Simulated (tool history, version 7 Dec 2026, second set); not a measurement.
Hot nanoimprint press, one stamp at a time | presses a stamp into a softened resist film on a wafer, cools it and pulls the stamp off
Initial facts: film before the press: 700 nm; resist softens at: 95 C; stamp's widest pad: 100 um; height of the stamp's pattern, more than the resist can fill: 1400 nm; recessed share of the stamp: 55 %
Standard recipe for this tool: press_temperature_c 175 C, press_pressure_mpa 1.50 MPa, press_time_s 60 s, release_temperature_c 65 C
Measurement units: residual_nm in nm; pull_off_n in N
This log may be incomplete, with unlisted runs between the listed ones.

run 1 hour=0.0 | press_temperature_c=175 press_pressure_mpa=1.50 press_time_s=60 release_temperature_c=65 | residual_nm=409.1 pull_off_n=109
run 2 hour=25.3 | press_temperature_c=175 press_pressure_mpa=1.50 press_time_s=60 release_temperature_c=65 | residual_nm=405.7 pull_off_n=108
run 3 hour=49.7 | press_temperature_c=175 press_pressure_mpa=1.50 press_time_s=60 release_temperature_c=65 | residual_nm=408.1 pull_off_n=108
run 4 hour=75.8 | press_temperature_c=175 press_pressure_mpa=1.50 press_time_s=60 release_temperature_c=65 | residual_nm=412.6 pull_off_n=106
run 5 hour=96.0 | press_temperature_c=175 press_pressure_mpa=1.50 press_time_s=60 release_temperature_c=65 | residual_nm=412.7 pull_off_n=111
run 6 hour=113.4 | press_temperature_c=175 press_pressure_mpa=1.50 press_time_s=60 release_temperature_c=65 | residual_nm=409.4 pull_off_n=110
-- hour=131.3 stamp cleaned and given a new release coat
run 7 hour=132.8 | press_temperature_c=175 press_pressure_mpa=1.50 press_time_s=60 release_temperature_c=65 | residual_nm=414.4 pull_off_n=97
run 8 hour=150.9 | press_temperature_c=175 press_pressure_mpa=1.50 press_time_s=60 release_temperature_c=65 | residual_nm=410.6 pull_off_n=102
run 9 hour=174.5 | press_temperature_c=175 press_pressure_mpa=1.50 press_time_s=60 release_temperature_c=65 | residual_nm=413.5 pull_off_n=99
run 10 hour=190.7 | press_temperature_c=175 press_pressure_mpa=1.50 press_time_s=60 release_temperature_c=65 | residual_nm=410.2 pull_off_n=100
run 11 hour=201.7 | press_temperature_c=175 press_pressure_mpa=1.50 press_time_s=60 release_temperature_c=65 | residual_nm=411.5 pull_off_n=102
run 12 hour=221.7 | press_temperature_c=175 press_pressure_mpa=1.50 press_time_s=68 release_temperature_c=65 | residual_nm=397.8 pull_off_n=105
run 13 hour=247.4 | press_temperature_c=175 press_pressure_mpa=1.50 press_time_s=68 release_temperature_c=65 | residual_nm=395.0 pull_off_n=105
run 14 hour=259.4 | press_temperature_c=175 press_pressure_mpa=1.50 press_time_s=60 release_temperature_c=65 | residual_nm=413.1 pull_off_n=107
run 15 hour=284.5 | press_temperature_c=165 press_pressure_mpa=1.50 press_time_s=60 release_temperature_c=65 | residual_nm=546.2 pull_off_n=106
-- hour=289.0 plate thermocouple calibrated
run 16 hour=298.3 | press_temperature_c=172 press_pressure_mpa=1.41 press_time_s=43 release_temperature_c=59 | residual_nm=520.8 pull_off_n=122
run 17 hour=312.4 | press_temperature_c=178 press_pressure_mpa=2.15 press_time_s=60 release_temperature_c=66 | residual_nm=340.2 pull_off_n=107
run 18 hour=326.1 | press_temperature_c=173 press_pressure_mpa=1.53 press_time_s=55 release_temperature_c=61 | residual_nm=469.3 pull_off_n=123
run 19 hour=345.2 | press_temperature_c=173 press_pressure_mpa=1.53 press_time_s=55 release_temperature_c=61 | residual_nm=467.9 pull_off_n=117
run 20 hour=362.7 | press_temperature_c=178 press_pressure_mpa=1.49 press_time_s=60 release_temperature_c=65 | residual_nm=387.9 pull_off_n=111
-- hour=385.8 plate thermocouple calibrated, once more
run 21 hour=390.3 | press_temperature_c=178 press_pressure_mpa=1.49 press_time_s=60 release_temperature_c=65 | residual_nm=352.8 pull_off_n=106
run 22 hour=403.7 | press_temperature_c=184 press_pressure_mpa=1.49 press_time_s=57 release_temperature_c=65 | residual_nm=287.4 pull_off_n=104
run 23 hour=426.0 | press_temperature_c=184 press_pressure_mpa=1.49 press_time_s=57 release_temperature_c=65 | residual_nm=288.4 pull_off_n=107
run 24 hour=442.9 | press_temperature_c=184 press_pressure_mpa=1.49 press_time_s=57 release_temperature_c=65 | residual_nm=293.0 pull_off_n=107
-- hour=461.0 stamp cleaned and given a new release coat
run 25 hour=468.7 | press_temperature_c=166 press_pressure_mpa=1.50 press_time_s=60 release_temperature_c=51 | residual_nm=523.2 pull_off_n=128
run 26 hour=483.6 | press_temperature_c=166 press_pressure_mpa=1.50 press_time_s=34 release_temperature_c=51 | residual_nm=581.9 pull_off_n=126
run 27 hour=508.2 | press_temperature_c=185 press_pressure_mpa=1.68 press_time_s=60 release_temperature_c=65 | residual_nm=260.8 pull_off_n=100
run 28 hour=520.5 | press_temperature_c=185 press_pressure_mpa=1.68 press_time_s=60 release_temperature_c=65 | residual_nm=263.0 pull_off_n=100
run 29 hour=536.6 | press_temperature_c=187 press_pressure_mpa=1.42 press_time_s=70 release_temperature_c=66 | residual_nm=245.1 pull_off_n=100

Consider 4 possible next runs. They are alternatives, not a sequence: every one starts from the tool as it was left by run 29. What does each give?
run A hour=549.6 | press_temperature_c=168 press_pressure_mpa=1.42 press_time_s=70 release_temperature_c=66 | residual_nm=? pull_off_n=?
run B hour=549.6 | press_temperature_c=177 press_pressure_mpa=1.42 press_time_s=70 release_temperature_c=51 | residual_nm=? pull_off_n=?
run C hour=549.6 | press_temperature_c=187 press_pressure_mpa=1.42 press_time_s=108 release_temperature_c=72 | residual_nm=? pull_off_n=?
run D hour=549.6 | press_temperature_c=187 press_pressure_mpa=1.42 press_time_s=70 release_temperature_c=58 | residual_nm=? pull_off_n=?

run=A residual_nm=485.0 pull_off_n=99
run=B residual_nm=362.3 pull_off_n=128
run=C residual_nm=202.3 pull_off_n=86
run=D residual_nm=247.2 pull_off_n=118
Had the tool no hidden state, the same runs would have come out as:
run=A residual_nm=479.2 pull_off_n=96
run=B residual_nm=356.7 pull_off_n=124
run=C residual_nm=198.7 pull_off_n=84
run=D residual_nm=242.9 pull_off_n=115

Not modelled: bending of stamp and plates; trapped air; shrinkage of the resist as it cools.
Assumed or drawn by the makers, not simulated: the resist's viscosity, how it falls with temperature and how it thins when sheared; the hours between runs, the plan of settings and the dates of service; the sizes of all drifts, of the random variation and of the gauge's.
